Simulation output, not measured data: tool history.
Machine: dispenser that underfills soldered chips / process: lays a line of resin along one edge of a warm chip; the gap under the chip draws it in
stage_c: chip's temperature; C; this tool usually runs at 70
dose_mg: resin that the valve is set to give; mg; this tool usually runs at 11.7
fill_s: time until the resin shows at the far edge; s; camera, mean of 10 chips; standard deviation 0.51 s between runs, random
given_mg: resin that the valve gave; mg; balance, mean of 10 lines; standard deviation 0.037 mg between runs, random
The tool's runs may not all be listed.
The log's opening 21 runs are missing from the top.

run 22 day=5.121 | stage_c=85 dose_mg=13.7 | fill_s=33.7 given_mg=13.57
-- day=5.262 new syringe of resin
run 23 day=5.471 | stage_c=62 dose_mg=13 | fill_s=71.6 given_mg=12.88
run 24 day=5.612 | stage_c=61 dose_mg=14.4 | fill_s=89.6 given_mg=14.32
-- day=5.725 new syringe of resin
run 25 day=5.917 | stage_c=61 dose_mg=12.3 | fill_s=76.7 given_mg=12.11
run 26 day=6.108 | stage_c=58 dose_mg=10.2 | fill_s=110.7 given_mg=9.99
-- day=6.196 new syringe of resin
run 27 day=6.338 | stage_c=82 dose_mg=13.8 | fill_s=29.9 given_mg=13.54
run 28 day=6.488 | stage_c=79 dose_mg=13.8 | fill_s=38.9 given_mg=13.53
-- day=6.667 new syringe of resin
run 29 day=6.671 | stage_c=70 dose_mg=13.7 | fill_s=40.2 given_mg=13.42
run 30 day=6.958 | stage_c=83 dose_mg=11.7 | fill_s=35.1 given_mg=11.47
-- day=7.129 new syringe of resin
run 31 day=7.229 | stage_c=83 dose_mg=11.7 | fill_s=28.2 given_mg=11.36
run 32 day=7.421 | stage_c=80 dose_mg=11.8 | fill_s=38.2 given_mg=11.54
-- day=7.608 new syringe of resin
run 33 day=7.75 | stage_c=80 dose_mg=11.8 | fill_s=30.9 given_mg=11.44
run 34 day=7.912 | stage_c=58 dose_mg=15 | fill_s=93.4 given_mg=14.54
-- day=8.067 new syringe of resin
run 35 day=8.179 | stage_c=74 dose_mg=12.7 | fill_s=39.3 given_mg=12.33
run 36 day=8.475 | stage_c=74 dose_mg=12.7 | fill_s=57.3 given_mg=12.22

Below are 4 alternative next runs, each starting from the tool's condition after run 36. Predict each:
-- day=8.521 new syringe of resin
run A day=8.688 | stage_c=82 dose_mg=11.1 | fill_s=? given_mg=?
-- day=8.521 new syringe of resin
run B day=8.688 | stage_c=79 dose_mg=11.1 | fill_s=? given_mg=?
-- day=8.521 new syringe of resin
run C day=8.688 | stage_c=60 dose_mg=10.1 | fill_s=? given_mg=?
-- day=8.521 new syringe of resin
run D day=8.688 | stage_c=67 dose_mg=12.8 | fill_s=? given_mg=?

run=A fill_s=31.5 given_mg=10.72
run=B fill_s=35 given_mg=10.72
run=C fill_s=77.1 given_mg=9.79
run=D fill_s=55.5 given_mg=12.33
Stripped of hidden state, with their random variation kept, the same runs would have yielded:
run=A fill_s=26.1 given_mg=11.12
run=B fill_s=28.9 given_mg=11.12
run=C fill_s=63.8 given_mg=10.16
run=D fill_s=46.2 given_mg=12.79

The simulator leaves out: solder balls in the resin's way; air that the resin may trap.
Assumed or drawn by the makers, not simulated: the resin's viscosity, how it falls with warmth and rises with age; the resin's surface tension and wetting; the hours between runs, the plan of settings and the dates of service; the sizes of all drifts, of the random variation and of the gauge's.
